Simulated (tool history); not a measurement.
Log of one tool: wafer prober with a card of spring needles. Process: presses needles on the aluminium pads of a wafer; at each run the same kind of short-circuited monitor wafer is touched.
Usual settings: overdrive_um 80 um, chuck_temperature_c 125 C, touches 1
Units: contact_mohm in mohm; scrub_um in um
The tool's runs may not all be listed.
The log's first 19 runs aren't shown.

| run | hour | overdrive_um | chuck_temperature_c | touches | touches since the tips were cleaned | cleanings since the card got new needles | touches since the first contact's height was set | contact_mohm | scrub_um |
|---|---|---|---|---|---|---|---|---|---|
|  | 204.8 | tips cleaned on abrasive film |
| 20 | 211.7 | 70 | 42 | 2 | 1969 | 23 | 193070 | 219 | 11.76 |
| 21 | 227.3 | 72 | 125 | 2 | 6400 | 23 | 197501 | 241 | 12.11 |
|  | 232.1 | tips cleaned on abrasive film |
| 22 | 242.4 | 71 | 72 | 1 | 2948 | 24 | 201803 | 231 | 11.91 |
| 23 | 257.8 | 71 | 72 | 1 | 7318 | 24 | 206173 | 234 | 11.89 |
|  | 258.8 | tips cleaned on abrasive film |
| 24 | 264.7 | 71 | 72 | 1 | 1666 | 25 | 208115 | 229 | 11.91 |
| 25 | 276.3 | 71 | 72 | 1 | 4985 | 25 | 211434 | 234 | 11.87 |
|  | 285.9 | tips cleaned on abrasive film |
| 26 | 291.2 | 81 | 125 | 1 | 1512 | 26 | 215635 | 238 | 13.63 |
| 27 | 300.3 | 81 | 125 | 1 | 4125 | 26 | 218248 | 241 | 13.59 |
|  | 311.3 | height of the first contact set anew |
| 28 | 311.3 | 81 | 125 | 1 | 7168 | 26 | 13 | 240 | 14.04 |
|  | 312.9 | tips cleaned on abrasive film |
| 29 | 320.7 | 81 | 125 | 1 | 2230 | 27 | 2651 | 236 | 14.02 |
| 30 | 334.5 | 81 | 27 | 1 | 6183 | 27 | 6604 | 219 | 14.04 |
|  | 339.8 | tips cleaned on abrasive film |
| 31 | 347.6 | 72 | 69 | 1 | 2237 | 28 | 10305 | 229 | 12.46 |
| 32 | 359.1 | 94 | 37 | 2 | 5511 | 28 | 13579 | 214 | 16.23 |
|  | 366.7 | tips cleaned on abrasive film |
| 33 | 366.7 | 95 | 71 | 2 | 0 | 29 | 15715 | 220 | 16.45 |
| 34 | 379.7 | 95 | 71 | 2 | 3708 | 29 | 19423 | 221 | 16.45 |

3 ways to go on from here, each from the tool as it stands after run 34. What would each give?
| A | 391.8 | 62 | 98 | 1 | 7144 | 29 | 22859 | ? | ? |
| B | 391.8 | 78 | 93 | 2 | 7144 | 29 | 22859 | ? | ? |
| C | 391.8 | 80 | 110 | 2 | 7144 | 29 | 22859 | ? | ? |

| run | contact_mohm | scrub_um |
|---|---|---|
| A | 245 | 10.68 |
| B | 233 | 13.47 |
| C | 235 | 13.82 |
Without the tool's hidden state the same runs would have given:
| run | contact_mohm | scrub_um |
|---|---|---|
| A | 230 | 10.73 |
| B | 226 | 13.52 |
| C | 229 | 13.87 |
